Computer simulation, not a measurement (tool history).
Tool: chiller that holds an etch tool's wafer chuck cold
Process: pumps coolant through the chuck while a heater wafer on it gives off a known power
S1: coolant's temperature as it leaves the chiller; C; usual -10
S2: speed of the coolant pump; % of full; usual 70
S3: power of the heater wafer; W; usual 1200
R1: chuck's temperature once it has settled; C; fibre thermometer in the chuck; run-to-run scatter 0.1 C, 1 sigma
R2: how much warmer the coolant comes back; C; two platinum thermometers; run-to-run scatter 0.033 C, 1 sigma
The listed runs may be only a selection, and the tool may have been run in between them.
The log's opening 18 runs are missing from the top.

Run 19, hour 1148.1: usual settings but S1 -13 C. Result: R1 1.1 C, R2 4.97 C.
Run 20, hour 1200.7: usual settings but S1 -17 C, S2 94 % of full, S3 1042 W. Result: R1 -7.2 C, R2 3.19 C.
Run 21, hour 1252.0: usual settings but S1 -12 C. Result: R1 1.9 C, R2 4.92 C.
Run 22, hour 1295.1: usual settings but S1 -15 C. Result: R1 -0.8 C, R2 4.92 C.
Run 23, hour 1356.9: usual settings but S1 -3 C, S3 1066 W. Result: R1 9.6 C, R2 4.39 C.
Run 24, hour 1415.0: usual settings but S3 883 W. Result: R1 0.4 C, R2 3.65 C.
Run 25, hour 1496.5: usual settings but S3 883 W. Result: R1 0.4 C, R2 3.68 C.
Run 26, hour 1558.9: usual settings but S2 83 % of full, S3 890 W. Result: R1 -0.9 C, R2 3.12 C.
Run 27, hour 1617.5: usual settings but S1 -20 C, S2 85 % of full, S3 851 W. Result: R1 -11.2 C, R2 2.90 C.
Run 28, hour 1691.5: usual settings but S1 -5 C, S2 87 % of full, S3 853 W. Result: R1 3.9 C, R2 2.77 C.
Run 29, hour 1785.0: usual settings but S1 -5 C, S2 87 % of full, S3 853 W. Result: R1 3.7 C, R2 2.86 C.
Run 30, hour 1828.2: usual settings but S1 -4 C. Result: R1 10.4 C, R2 5.00 C.
Run 31, hour 1915.1: usual settings but S1 -8 C, S3 888 W. Result: R1 2.6 C, R2 3.69 C.
Run 32, hour 1975.0: usual settings but S1 -5 C, S2 91 % of full, S3 748 W. Result: R1 2.4 C, R2 2.36 C.
Run 33, hour 2051.8: usual settings but S1 -7 C, S2 91 % of full, S3 748 W. Result: R1 0.5 C, R2 2.39 C.

3 ways to go on from here, each from the tool as it stands after run 33. What would each give?
Run A, hour 2109.0: usual settings but S1 -17 C, S2 91 % of full, S3 963 W. Result: R1 ?, R2 ?.
Run B, hour 2109.0: usual settings but S1 -15 C, S2 91 % of full, S3 1442 W. Result: R1 ?, R2 ?.
Run C, hour 2109.0: usual settings but S1 -19 C, S2 88 % of full. Result: R1 ?, R2 ?.

run    R1    R2
  A  -7.4  3.08
  B  -1.0  4.62
  C  -7.0  3.99
Without the tool's hidden state the same runs would have given:
run    R1    R2
  A  -8.5  2.92
  B  -2.6  4.38
  C  -8.4  3.78
